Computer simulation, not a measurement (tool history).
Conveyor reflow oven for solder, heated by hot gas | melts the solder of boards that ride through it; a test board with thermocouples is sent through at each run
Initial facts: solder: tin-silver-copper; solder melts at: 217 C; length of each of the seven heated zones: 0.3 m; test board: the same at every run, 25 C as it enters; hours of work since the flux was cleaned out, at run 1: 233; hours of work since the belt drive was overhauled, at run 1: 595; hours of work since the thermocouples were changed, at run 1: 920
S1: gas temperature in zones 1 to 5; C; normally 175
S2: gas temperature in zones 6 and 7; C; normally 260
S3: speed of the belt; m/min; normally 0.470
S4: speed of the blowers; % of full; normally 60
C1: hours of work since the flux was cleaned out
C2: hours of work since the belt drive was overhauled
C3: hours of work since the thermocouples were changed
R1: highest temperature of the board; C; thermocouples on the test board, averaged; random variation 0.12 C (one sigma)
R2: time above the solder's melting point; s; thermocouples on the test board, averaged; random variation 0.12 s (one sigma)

| run | hour | S1 | S2 | S3 | S4 | C1 | C2 | C3 | R1 | R2 |
|---|---|---|---|---|---|---|---|---|---|---|
| 1 | 0.0 | 175 | 260 | 0.470 | 60 | 233 | 595 | 920 | 241.9 | 48.0 |
| 2 | 24.0 | 175 | 260 | 0.470 | 60 | 249 | 611 | 936 | 241.8 | 47.8 |
| 3 | 37.8 | 175 | 264 | 0.470 | 60 | 258 | 620 | 946 | 245.4 | 51.2 |
| 4 | 57.4 | 175 | 264 | 0.470 | 60 | 271 | 633 | 959 | 245.3 | 51.2 |
| 5 | 68.1 | 175 | 264 | 0.470 | 60 | 278 | 641 | 966 | 245.3 | 51.1 |
| 6 | 87.0 | 175 | 264 | 0.470 | 60 | 291 | 653 | 979 | 245.3 | 51.0 |
| 7 | 96.8 | 175 | 260 | 0.470 | 60 | 298 | 660 | 985 | 241.8 | 48.0 |
|  | 121.0 | flux residue cleaned out of gas plates and filters |
| 8 | 124.7 | 175 | 260 | 0.470 | 60 | 2 | 675 | 1001 | 241.9 | 48.0 |
| 9 | 138.2 | 175 | 260 | 0.470 | 60 | 12 | 684 | 1010 | 242.1 | 47.9 |
| 10 | 154.1 | 175 | 260 | 0.470 | 60 | 22 | 695 | 1020 | 241.9 | 47.9 |
| 11 | 166.0 | 175 | 260 | 0.470 | 60 | 30 | 703 | 1028 | 242.1 | 48.0 |
| 12 | 180.0 | 175 | 260 | 0.482 | 60 | 40 | 712 | 1038 | 241.1 | 45.7 |
| 13 | 191.5 | 175 | 260 | 0.482 | 60 | 47 | 720 | 1045 | 241.0 | 45.7 |
| 14 | 213.5 | 182 | 260 | 0.452 | 90 | 62 | 735 | 1060 | 251.1 | 63.9 |
| 15 | 227.2 | 167 | 268 | 0.452 | 90 | 71 | 744 | 1069 | 256.7 | 61.9 |
| 16 | 244.3 | 167 | 272 | 0.452 | 78 | 83 | 755 | 1081 | 257.9 | 61.6 |
| 17 | 258.8 | 167 | 262 | 0.452 | 78 | 92 | 765 | 1090 | 248.8 | 55.6 |
| 18 | 269.0 | 186 | 260 | 0.558 | 60 | 99 | 772 | 1097 | 238.5 | 39.2 |
| 19 | 279.0 | 175 | 252 | 0.470 | 60 | 106 | 779 | 1104 | 235.3 | 40.3 |
| 20 | 297.6 | 186 | 255 | 0.495 | 77 | 118 | 791 | 1116 | 243.2 | 52.4 |
| 21 | 312.8 | 186 | 255 | 0.495 | 77 | 128 | 801 | 1127 | 243.0 | 52.5 |
| 22 | 333.4 | 186 | 255 | 0.495 | 77 | 142 | 815 | 1140 | 243.0 | 52.6 |
| 23 | 346.3 | 185 | 255 | 0.404 | 77 | 151 | 824 | 1149 | 247.0 | 70.0 |

3 options for the next run, each taken on its own from the tool as it stands now. Forecast them:
| A | 363.6 | 175 | 251 | 0.428 | 74 | 163 | 835 | 1161 | ? | ? |
| B | 363.6 | 175 | 255 | 0.404 | 77 | 163 | 835 | 1161 | ? | ? |
| C | 363.6 | 180 | 273 | 0.404 | 77 | 163 | 835 | 1161 | ? | ? |

| run | R1 | R2 |
|---|---|---|
| A | 240.4 | 54.4 |
| B | 245.9 | 64.5 |
| C | 262.9 | 78.0 |
With the hidden condition removed and each run's random variation left untouched, the same runs would have given:
| run | R1 | R2 |
|---|---|---|
| A | 240.5 | 54.4 |
| B | 246.0 | 64.5 |
| C | 262.9 | 78.0 |
